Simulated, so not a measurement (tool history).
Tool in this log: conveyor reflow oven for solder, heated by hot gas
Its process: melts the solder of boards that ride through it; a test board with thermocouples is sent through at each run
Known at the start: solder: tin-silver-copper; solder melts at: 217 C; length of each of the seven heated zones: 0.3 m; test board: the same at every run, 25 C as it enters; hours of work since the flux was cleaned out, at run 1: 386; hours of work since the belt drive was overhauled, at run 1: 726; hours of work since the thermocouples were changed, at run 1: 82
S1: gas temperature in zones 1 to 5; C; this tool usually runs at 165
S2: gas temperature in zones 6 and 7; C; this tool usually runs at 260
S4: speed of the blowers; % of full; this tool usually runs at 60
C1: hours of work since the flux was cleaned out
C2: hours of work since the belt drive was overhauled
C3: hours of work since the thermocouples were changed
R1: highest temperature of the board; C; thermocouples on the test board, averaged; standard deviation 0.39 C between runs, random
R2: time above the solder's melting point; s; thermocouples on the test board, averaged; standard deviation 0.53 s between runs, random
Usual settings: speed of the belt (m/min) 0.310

Run 1, hour 0.0: usual settings; C1 386; C2 726; C3 82. Result: R1 241.9 C, R2 69.4 s.
At hour 33.2: flux residue cleaned out of gas plates and filters.
Run 2, hour 38.2: usual settings; C1 3; C2 748; C3 105. Result: R1 245.2 C, R2 75.2 s.
Run 3, hour 105.9: usual settings; C1 50; C2 795; C3 151. Result: R1 244.8 C, R2 75.9 s.
Run 4, hour 139.3: usual settings; C1 72; C2 817; C3 174. Result: R1 245.0 C, R2 75.2 s.
Run 5, hour 199.5: usual settings; C1 113; C2 859; C3 215. Result: R1 244.7 C, R2 75.2 s.
Run 6, hour 267.5: usual settings; C1 160; C2 905; C3 261. Result: R1 245.1 C, R2 74.9 s.
Run 7, hour 310.7: usual settings but S4 64 % of full; C1 189; C2 934; C3 291. Result: R1 246.1 C, R2 75.9 s.
Run 8, hour 344.8: usual settings but S4 64 % of full; C1 213; C2 958; C3 314. Result: R1 245.2 C, R2 76.0 s.
Run 9, hour 380.2: usual settings but speed of the belt (m/min) 0.337; C1 237; C2 982; C3 338. Result: R1 242.2 C, R2 63.4 s.
Run 10, hour 411.1: usual settings but speed of the belt (m/min) 0.337; C1 258; C2 1003; C3 359. Result: R1 243.0 C, R2 63.3 s.
Run 11, hour 465.3: usual settings but speed of the belt (m/min) 0.337; C1 295; C2 1040; C3 396. Result: R1 241.0 C, R2 63.0 s.
Run 12, hour 498.3: usual settings but speed of the belt (m/min) 0.337; C1 317; C2 1062; C3 419. Result: R1 241.1 C, R2 63.9 s.
Run 13, hour 532.6: usual settings but speed of the belt (m/min) 0.337; C1 341; C2 1086; C3 442. Result: R1 241.8 C, R2 63.5 s.

For run 14, what comes out?
At hour 542.7: belt drive overhauled, speed set with a stopwatch.
Run 14, hour 601.8: usual settings but S1 164 C; C1 385; C2 40; C3 487. Result: R1 ?, R2 ?.

For run 14 the tool returned R1 245.0 C, R2 74.8 s.
Take away the tool's hidden state, keep the run-to-run variation as it was, and the same run would have given R1 244.1 C, R2 70.9 s.
